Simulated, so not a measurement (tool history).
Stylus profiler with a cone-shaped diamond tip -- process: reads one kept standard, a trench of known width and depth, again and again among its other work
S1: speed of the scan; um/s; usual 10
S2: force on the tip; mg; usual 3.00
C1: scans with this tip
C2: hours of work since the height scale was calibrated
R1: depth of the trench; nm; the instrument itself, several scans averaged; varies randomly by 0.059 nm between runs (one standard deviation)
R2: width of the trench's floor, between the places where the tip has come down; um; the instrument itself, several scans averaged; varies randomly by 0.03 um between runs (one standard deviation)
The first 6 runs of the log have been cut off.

Run 7, hour 142.4: usual settings; C1 2942; C2 309. Result: R1 101.51 nm, R2 98.48 um.
Run 8, hour 160.6: usual settings; C1 3044; C2 320. Result: R1 101.68 nm, R2 98.40 um.
Run 9, hour 189.7: usual settings; C1 3205; C2 337. Result: R1 101.69 nm, R2 98.43 um.
Run 10, hour 208.9: usual settings but S1 24 um/s; C1 3312; C2 348. Result: R1 101.64 nm, R2 98.36 um.
Run 11, hour 223.9: usual settings but S1 24 um/s; C1 3395; C2 357. Result: R1 101.63 nm, R2 98.33 um.
Run 12, hour 249.0: usual settings but S1 24 um/s; C1 3534; C2 371. Result: R1 101.66 nm, R2 98.36 um.
Run 13, hour 273.3: usual settings; C1 3670; C2 386. Result: R1 101.67 nm, R2 98.40 um.
Run 14, hour 289.8: usual settings; C1 3761; C2 395. Result: R1 101.62 nm, R2 98.43 um.
Run 15, hour 308.8: usual settings but S2 2.27 mg; C1 3867; C2 406. Result: R1 101.42 nm, R2 98.33 um.
Run 16, hour 323.4: usual settings but S1 28 um/s, S2 4.71 mg; C1 3948; C2 415. Result: R1 102.19 nm, R2 98.34 um.
Run 17, hour 341.7: usual settings but S1 30 um/s, S2 1.98 mg; C1 4050; C2 426. Result: R1 101.33 nm, R2 98.27 um.
Run 18, hour 375.7: usual settings but S1 13 um/s, S2 2.45 mg; C1 4239; C2 445. Result: R1 101.49 nm, R2 98.39 um.
Run 19, hour 392.6: usual settings but S1 3 um/s, S2 1.56 mg; C1 4333; C2 455. Result: R1 101.18 nm, R2 98.45 um.
Run 20, hour 409.6: usual settings but S1 3 um/s, S2 2.34 mg; C1 4427; C2 465. Result: R1 101.44 nm, R2 98.43 um.
Run 21, hour 433.1: usual settings but S1 35 um/s, S2 2.34 mg; C1 4558; C2 479. Result: R1 101.52 nm, R2 98.23 um.
Run 22, hour 452.2: usual settings but S1 6 um/s, S2 3.15 mg; C1 4664; C2 490. Result: R1 101.71 nm, R2 98.43 um.
Run 23, hour 467.5: usual settings but S1 6 um/s, S2 3.15 mg; C1 4749; C2 499. Result: R1 101.67 nm, R2 98.33 um.
Run 24, hour 484.6: usual settings but S1 2 um/s, S2 1.44 mg; C1 4844; C2 509. Result: R1 101.14 nm, R2 98.40 um.
Run 25, hour 519.4: usual settings but S1 13 um/s; C1 5037; C2 529. Result: R1 101.65 nm, R2 98.33 um.

What does the tool deliver on the next run?
Run 26, hour 543.8: usual settings but S1 2 um/s, S2 1.43 mg; C1 5173; C2 544. Result: R1 ?, R2 ?.

{"run 26": {"R1": 101.16, "R2": 98.36}}
The same run, on a tool lacking any hidden state, would have yielded R1 100.91 nm, R2 98.56 um.

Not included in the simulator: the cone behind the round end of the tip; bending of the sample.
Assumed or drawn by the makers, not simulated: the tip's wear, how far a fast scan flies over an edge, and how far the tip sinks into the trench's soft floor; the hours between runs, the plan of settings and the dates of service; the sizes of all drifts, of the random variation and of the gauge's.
